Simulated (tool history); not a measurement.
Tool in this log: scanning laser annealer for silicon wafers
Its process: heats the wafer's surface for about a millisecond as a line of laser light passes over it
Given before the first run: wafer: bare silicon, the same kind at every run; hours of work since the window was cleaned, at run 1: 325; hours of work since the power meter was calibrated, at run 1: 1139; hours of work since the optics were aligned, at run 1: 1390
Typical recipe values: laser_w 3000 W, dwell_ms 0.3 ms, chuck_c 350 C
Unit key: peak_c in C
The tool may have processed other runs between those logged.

run    hour  laser_w  dwell_ms  chuck_c  hours of work since the window was cleaned  hours of work since the power meter was calibrated  hours of work since the optics were aligned  peak_c
  1       0     3000       0.3      350                                         325                                                1139                                         1390    1021
  2    44.1     3000       0.3      350                                         356                                                1169                                         1421    1022
  3    67.4     3000       0.3      350                                         372                                                1185                                         1437    1017
  4   109.2     3086       0.3      350                                         400                                                1214                                         1466    1041
  5   153.6     3086       0.3      350                                         431                                                1244                                         1496    1039
  6   193.9     3086       0.3      350                                         459                                                1272                                         1524    1039
  7   215.1     2596       0.3      350                                         473                                                1287                                         1538     912
  8   240.8     2596       0.3      350                                         491                                                1304                                         1556     915
  9   265.4     2596       0.3      350                                         508                                                1321                                         1573     915
 10   302.7     2596       0.3      350                                         534                                                1347                                         1599     911
 11   322.8     2596       0.3      350                                         547                                                1361                                         1613     908
 12   356.3     3000     0.264      350                                         570                                                1384                                         1636     971
 13   382.4     3000     0.264      350                                         588                                                1402                                         1653     970
 14   421.4     3000     0.264      350                                         615                                                1429                                         1680     966
 15   463.7     3000     0.264      350                                         644                                                1458                                         1709     965
 16   495.1     3000       0.3      359                                         666                                                1479                                         1731    1013
 17   533.5     3000       0.3      315                                         692                                                1506                                         1757     970
 18   560.2     3171       0.3      315                                         711                                                1524                                         1776    1011
 19     591     3171       0.3      315                                         732                                                1545                                         1797    1011
 20   622.7     3171       0.3      315                                         754                                                1567                                         1819    1015
      654.1  -- optics aligned, line set to its width
 21   657.2     3000     0.217      350                                         774                                                1587                                            2     919
 22   701.2     3000      0.34      350                                         804                                                1618                                           32    1061
 23     734     2691     0.256      350                                         827                                                1640                                           55     893
 24   766.8     2781     0.349      350                                         849                                                1663                                           78    1007
 25   809.9     2781     0.349      350                                         879                                                1692                                          107    1006
 26   850.7     3042       0.3      328                                         907                                                1720                                          135    1002
 27   878.4     2636     0.232      328                                         926                                                1739                                          154     833
      888.7  -- window over the wafer cleaned
 28   904.7     3101     0.232      371                                          11                                                1756                                          171    1004
 29   945.7     2831     0.312      354                                          39                                                1784                                          199    1017
 30   972.4     2940       0.3      344                                          58                                                1803                                          218    1018
 31    1008     2661       0.3      375                                          82                                                1827                                          242     975
 32  1035.9     2908       0.3      369                                         101                                                1846                                          261    1030
 33  1068.7     3000     0.357      334                                         124                                                1869                                          284    1084
 34  1094.6     3000     0.363      316                                         142                                                1887                                          302    1067
 35  1138.9     3000     0.363      316                                         172                                                1917                                          332    1064
 36  1182.9     3298     0.322      381                                         202                                                1948                                          362    1174
 37  1205.8     3147     0.286      323                                         218                                                1963                                          378    1025
 38  1245.6     2619     0.334      374                                         246                                                1991                                          406     989
 39  1280.9     3124     0.361      350                                         270                                                2015                                          430    1129
 40  1309.6     2822     0.327      353                                         290                                                2035                                          450    1016

Branching from run 40: 5 alternative next runs. What would each branch give?
  A  1333.3     3144       0.3      350                                         306                                                2051                                          466       ?
  B  1333.3     2571     0.315      354                                         306                                                2051                                          466       ?
  C  1333.3     2667     0.285      373                                         306                                                2051                                          466       ?
  D  1333.3     2647     0.319      315                                         306                                                2051                                          466       ?
  E  1333.3     2673     0.327      378                                         306                                                2051                                          466       ?

run  peak_c
  A    1066
  B     940
  C     951
  D     918
  E     997
Without the tool's unlogged condition, the same runs would have read:
run  peak_c
  A    1088
  B     958
  C     970
  D     937
  E    1017
